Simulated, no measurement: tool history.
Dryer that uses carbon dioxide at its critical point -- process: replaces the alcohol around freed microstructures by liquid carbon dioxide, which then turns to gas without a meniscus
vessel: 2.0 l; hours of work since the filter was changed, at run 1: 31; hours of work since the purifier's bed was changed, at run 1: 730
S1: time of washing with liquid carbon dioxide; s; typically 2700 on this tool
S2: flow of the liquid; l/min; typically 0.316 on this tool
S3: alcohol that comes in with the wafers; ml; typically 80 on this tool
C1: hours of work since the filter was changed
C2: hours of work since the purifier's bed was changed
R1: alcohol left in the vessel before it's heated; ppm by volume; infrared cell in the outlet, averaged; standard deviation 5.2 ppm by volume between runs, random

run   hour    S1     S2   S3   C1   C2   R1
  1    0.0  2700  0.316   80   31  730  253
  2   27.0  2700  0.292   80   48  747  315
  3   52.6  2700  0.316   80   64  763  267
  4   74.9  2700  0.316   80   78  777  268
  5   95.8  2700  0.316   80   91  790  285
  6  124.2  1740  0.408  118  109  808  669

Estimate the outcome of run 7 from the log above:
  7  143.4  1740  0.408  118  121  820   ?

{"run 7": {"R1": 684}}
Were there no unlogged condition in the tool, this run, its random variation unchanged, would have produced R1 385 ppm by volume.
